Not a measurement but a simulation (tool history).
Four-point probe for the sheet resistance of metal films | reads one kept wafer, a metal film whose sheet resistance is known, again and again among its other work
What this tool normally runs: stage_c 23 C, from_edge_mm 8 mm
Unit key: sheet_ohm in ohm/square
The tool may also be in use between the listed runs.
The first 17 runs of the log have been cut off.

run    hour  stage_c  from_edge_mm  sheet_ohm
 18   654.4       23             8   0.349931
 19   697.4       23             8   0.349666
 20   732.7       20            24   0.349597
 21   760.9       34            14   0.345312
 22   796.1       34            14   0.345351
 23   831.4       34            14   0.345239
 24   854.4       20            14   0.349955
 25   877.4       23            37   0.348617
 26   924.3       23            37   0.348510
 27   964.3       25            11   0.348357
 28  1020.2       26            11   0.348078
 29  1076.6       27             8   0.348314
 30  1113.5       22             4   0.353496
 31  1161.7       24             7   0.349529
 32  1214.3       34            52   0.344915
 33  1264.8       30            29   0.346102
 34  1313.0       26             6   0.349467
 35  1344.6       27            16   0.347298
 36  1399.2       26            57   0.347326

What if the next run were any one of these 4? Each begins from the tool's condition after run 36:
  A  1433.6       26            17          ?
  B  1433.6       18             8          ?
  C  1433.6       30             8          ?
  D  1433.6       25            39          ?

run  sheet_ohm
  A   0.347612
  B   0.351378
  C   0.347196
  D   0.347700
Stripped of hidden state, with their random variation kept, the same runs would have yielded:
run  sheet_ohm
  A   0.350969
  B   0.354784
  C   0.350541
  D   0.351059
